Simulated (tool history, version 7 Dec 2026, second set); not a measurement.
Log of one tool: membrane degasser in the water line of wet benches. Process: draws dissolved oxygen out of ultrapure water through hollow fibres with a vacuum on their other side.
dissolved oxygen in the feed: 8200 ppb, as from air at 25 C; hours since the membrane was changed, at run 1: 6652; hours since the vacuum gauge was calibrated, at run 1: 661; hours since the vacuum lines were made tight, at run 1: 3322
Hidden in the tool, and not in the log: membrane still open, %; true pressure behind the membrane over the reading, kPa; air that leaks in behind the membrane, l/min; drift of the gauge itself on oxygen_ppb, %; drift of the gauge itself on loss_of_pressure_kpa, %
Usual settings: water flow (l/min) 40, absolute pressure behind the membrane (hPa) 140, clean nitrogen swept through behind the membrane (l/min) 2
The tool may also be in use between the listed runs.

run	hour	water flow (l/min)	absolute pressure behind the membrane (hPa)	clean nitrogen swept through behind the membrane (l/min)	hours since the membrane was changed	hours since the vacuum gauge was calibrated	hours since the vacuum lines were made tight	dissolved oxygen in the water behind the degasser (ppb)	pressure that the water loses in the fibres (hPa)
1	0	40	140	2	6652	661	3322	463.2	505.8
2	274.1	40	140	2	6926	935	3596	465	505
3	550.1	40	140	2	7202	1211	3872	465.4	504.6
# hour 618.5: seals of the vacuum lines changed
4	832.5	40	139	2	7482	1492	214	457.5	508
5	1088.6	40	139	2	7739	1748	470	463.4	507
6	1245.2	40	139	2	7895	1904	627	462.7	507.9
7	1381.8	40	139	1.8	8032	2041	763	503.3	506
8	1633.1	40	140	2	8283	2292	1015	466	509.9
9	1882.5	40	140	2	8532	2542	1264	467.8	507.8
10	2059.8	40	174	2	8710	2719	1441	603.5	508.7
# hour 2156.3: membrane cartridge changed
11	2293.5	40	140	2.63	137	2949	1671	369	483.4
12	2534.9	40	140	2	379	3190	1912	466.3	485.4
13	2707.5	26	140	2	551	3363	2085	320.9	313.2
# hour 2791.1: vacuum gauge calibrated
14	2881.2	26	140	2	724	90	2258	323.7	316
15	3040.5	40	140	2	884	249	2417	472.3	486.6
16	3172.4	40	140	2	1016	381	2549	473.9	490.6
17	3363.4	40	170	1.72	1207	572	2740	671.6	486.6
18	3565.6	40	170	1.72	1409	774	2943	668.9	493.2
# hour 3603.5: vacuum gauge calibrated, once more
19	3758.1	40	170	1.72	1601	155	3135	656.1	487.2
20	3975.9	40	170	1.72	1819	372	3352	660.2	487.8
21	4095.7	32	170	3.49	1938	492	3472	293.8	389.6
22	4259.8	51	250	1.16	2103	656	3636	1595.9	622.4
23	4406.1	59	140	2	2249	803	3783	660.3	721.2
# hour 4554.5: seals of the vacuum lines changed
24	4671.5	43	140	2	2512	1066	117	493.5	530.8
25	4856.8	43	140	2	2698	1251	302	494.8	528.5
26	5107.6	26	154	2.49	2948	1502	553	291.9	321.5
27	5262.5	26	154	2.49	3103	1657	708	293.3	320.2
28	5435.2	40	140	2.49	3276	1830	881	385.4	493.1
29	5695.1	39	172	2	3536	2090	1141	580.6	480.6
30	5819.2	39	172	2	3660	2214	1265	576.3	480.1
31	6090.6	60	98	1.9	3931	2485	1536	458.5	741
32	6231.5	62	204	2.7	4072	2626	1677	837.8	770.1

Forecast each of these 4 alternatives for the next run:
A	6450.2	49	204	2.7	4291	2845	1896	?	?
B	6450.2	44	288	1.03	4291	2845	1896	?	?
C	6450.2	40	114	2	4291	2845	1896	?	?
D	6450.2	40	140	1.93	4291	2845	1896	?	?

run	dissolved oxygen in the water behind the degasser (ppb)	pressure that the water loses in the fibres (hPa)
A	670.3	614.3
B	1784.3	545
C	361.3	495.9
D	483.5	498.9
Without the tool's hidden state the same runs would have given:
run	dissolved oxygen in the water behind the degasser (ppb)	pressure that the water loses in the fibres (hPa)
A	662.6	598.2
B	1775.2	530.6
C	354.8	482.8
D	476.6	485.7

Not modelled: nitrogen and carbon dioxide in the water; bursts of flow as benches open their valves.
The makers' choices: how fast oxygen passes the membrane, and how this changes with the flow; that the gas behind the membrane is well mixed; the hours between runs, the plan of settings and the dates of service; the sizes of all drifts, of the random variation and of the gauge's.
